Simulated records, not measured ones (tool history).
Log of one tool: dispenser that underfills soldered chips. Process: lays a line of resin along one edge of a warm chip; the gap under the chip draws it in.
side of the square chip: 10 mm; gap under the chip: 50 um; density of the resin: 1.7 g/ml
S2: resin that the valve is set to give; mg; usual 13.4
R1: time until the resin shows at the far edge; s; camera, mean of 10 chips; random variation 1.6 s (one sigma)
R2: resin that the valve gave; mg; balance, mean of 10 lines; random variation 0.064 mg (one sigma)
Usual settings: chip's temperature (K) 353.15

Run 1, hour 0.0: usual settings. Result: R1 194.9 s, R2 13.19 mg.
At hour 2.4: new syringe of resin.
Run 2, hour 5.3: usual settings. Result: R1 177.9 s, R2 13.12 mg.
At hour 10.0: new syringe of resin.
Run 3, hour 13.3: usual settings but S2 13.7 mg. Result: R1 177.3 s, R2 13.30 mg.
At hour 17.7: new syringe of resin.
Run 4, hour 22.6: usual settings but S2 12.9 mg. Result: R1 188.8 s, R2 12.46 mg.
At hour 25.4: new syringe of resin.
Run 5, hour 31.9: usual settings but S2 12.9 mg. Result: R1 203.5 s, R2 12.38 mg.
At hour 32.7: new syringe of resin.
Run 6, hour 38.4: usual settings but S2 12.9 mg. Result: R1 192.2 s, R2 12.29 mg.
At hour 40.3: new syringe of resin.
At hour 48.0: new syringe of resin.
Run 7, hour 49.8: usual settings but S2 16.0 mg. Result: R1 162.7 s, R2 15.20 mg.
Run 8, hour 54.6: usual settings but S2 16.0 mg. Result: R1 193.0 s, R2 15.15 mg.
At hour 55.4: new syringe of resin.
At hour 63.3: new syringe of resin.
Run 9, hour 63.8: usual settings. Result: R1 159.6 s, R2 12.51 mg.
At hour 71.1: new syringe of resin.
Run 10, hour 71.9: usual settings. Result: R1 161.8 s, R2 12.58 mg.
At hour 79.0: new syringe of resin.
Run 11, hour 81.9: usual settings. Result: R1 172.9 s, R2 12.39 mg.
At hour 86.5: new syringe of resin.
Run 12, hour 86.7: usual settings. Result: R1 158.1 s, R2 12.43 mg.
At hour 94.1: new syringe of resin.
Run 13, hour 94.1: usual settings but S2 16.7 mg. Result: R1 153.6 s, R2 15.31 mg.
At hour 101.9: new syringe of resin.
Run 14, hour 104.4: usual settings but S2 16.7 mg. Result: R1 166.9 s, R2 15.35 mg.
At hour 109.6: new syringe of resin.
Run 15, hour 113.7: usual settings. Result: R1 182.3 s, R2 12.24 mg.
At hour 117.7: new syringe of resin.
Run 16, hour 119.6: usual settings. Result: R1 170.9 s, R2 12.07 mg.
At hour 125.2: new syringe of resin.
Run 17, hour 125.8: usual settings. Result: R1 158.2 s, R2 12.03 mg.
At hour 133.1: new syringe of resin.
Run 18, hour 133.9: usual settings but chip's temperature (K) 365.15, S2 12.9 mg. Result: R1 102.3 s, R2 11.60 mg.
Run 19, hour 140.0: usual settings but chip's temperature (K) 365.15, S2 12.9 mg. Result: R1 127.5 s, R2 11.50 mg.
At hour 141.1: new syringe of resin.
At hour 148.3: dispensing valve cleaned and set on the balance.
At hour 150.2: new syringe of resin.
Run 20, hour 152.5: usual settings but chip's temperature (K) 365.15, S2 12.9 mg. Result: R1 107.2 s, R2 12.92 mg.
At hour 157.6: new syringe of resin.
Run 21, hour 162.5: usual settings but chip's temperature (K) 365.15, S2 11.4 mg. Result: R1 119.9 s, R2 11.23 mg.
At hour 165.5: new syringe of resin.
Run 22, hour 169.8: usual settings but chip's temperature (K) 365.15, S2 14.7 mg. Result: R1 112.3 s, R2 14.59 mg.
At hour 173.0: new syringe of resin.
Run 23, hour 179.6: usual settings but chip's temperature (K) 350.15, S2 14.7 mg. Result: R1 218.1 s, R2 14.42 mg.
At hour 180.6: new syringe of resin.
Run 24, hour 184.7: usual settings but chip's temperature (K) 350.15, S2 14.7 mg. Result: R1 198.6 s, R2 14.41 mg.
At hour 188.1: new syringe of resin.
Run 25, hour 193.7: usual settings but chip's temperature (K) 342.15, S2 17.0 mg. Result: R1 290.7 s, R2 16.45 mg.
At hour 196.1: new syringe of resin.
At hour 203.6: new syringe of resin.
Run 26, hour 204.6: usual settings but chip's temperature (K) 340.15, S2 11.6 mg. Result: R1 275.3 s, R2 11.19 mg.
At hour 211.7: new syringe of resin.
Run 27, hour 214.1: usual settings but chip's temperature (K) 340.15, S2 11.6 mg. Result: R1 292.3 s, R2 11.00 mg.
At hour 219.8: new syringe of resin.
Run 28, hour 223.6: usual settings but chip's temperature (K) 340.15, S2 11.6 mg. Result: R1 314.5 s, R2 11.10 mg.
At hour 227.3: new syringe of resin.
Run 29, hour 228.8: usual settings but chip's temperature (K) 360.15, S2 14.7 mg. Result: R1 119.6 s, R2 14.02 mg.
At hour 235.2: new syringe of resin.
Run 30, hour 236.2: usual settings but chip's temperature (K) 360.15, S2 14.7 mg. Result: R1 122.0 s, R2 13.88 mg.
At hour 242.7: new syringe of resin.
Run 31, hour 246.2: usual settings but chip's temperature (K) 360.15, S2 16.9 mg. Result: R1 128.9 s, R2 15.88 mg.
At hour 250.2: new syringe of resin.
Run 32, hour 251.7: usual settings but chip's temperature (K) 354.15, S2 12.2 mg. Result: R1 158.1 s, R2 11.37 mg.
At hour 257.6: new syringe of resin.
Run 33, hour 260.0: usual settings but chip's temperature (K) 350.15, S2 16.8 mg. Result: R1 178.8 s, R2 15.55 mg.

Some steps in R1 between neighbouring runs. How much of each would the tool show without its hidden state too (settings, what came in, random variation), and how much is left for the hidden state, with any gauge scatter that isn't in both results?
The hidden state here: resin's viscosity, % of fresh resin's; dose that the valve gives, % of what is set; true chip temperature over the reading, C; drift of the gauge itself on fill_s, %; drift of the gauge itself on given_mg, %.
Run 8 -> 9: S2 16.0 -> 13.4, new syringe of resin, new syringe of resin. R1 -33.4 s: hidden state -36.0, all else +2.6.
Run 22 -> 23: chip's temperature (K) 365.15 -> 350.15, new syringe of resin. R1 +105.8 s: hidden state +28.9, all else +76.9.
Run 24 -> 25: chip's temperature (K) 350.15 -> 342.15, S2 14.7 -> 17.0, new syringe of resin. R1 +92.1 s: hidden state +22.0, all else +70.1.
Run 25 -> 26: chip's temperature (K) 342.15 -> 340.15, S2 17.0 -> 11.6, new syringe of resin, new syringe of resin. R1 -15.4 s: hidden state -45.9, all else +30.5.
Run 28 -> 29: chip's temperature (K) 340.15 -> 360.15, S2 11.6 -> 14.7, new syringe of resin. R1 -194.9 s: hidden state -36.9, all else -158.0.

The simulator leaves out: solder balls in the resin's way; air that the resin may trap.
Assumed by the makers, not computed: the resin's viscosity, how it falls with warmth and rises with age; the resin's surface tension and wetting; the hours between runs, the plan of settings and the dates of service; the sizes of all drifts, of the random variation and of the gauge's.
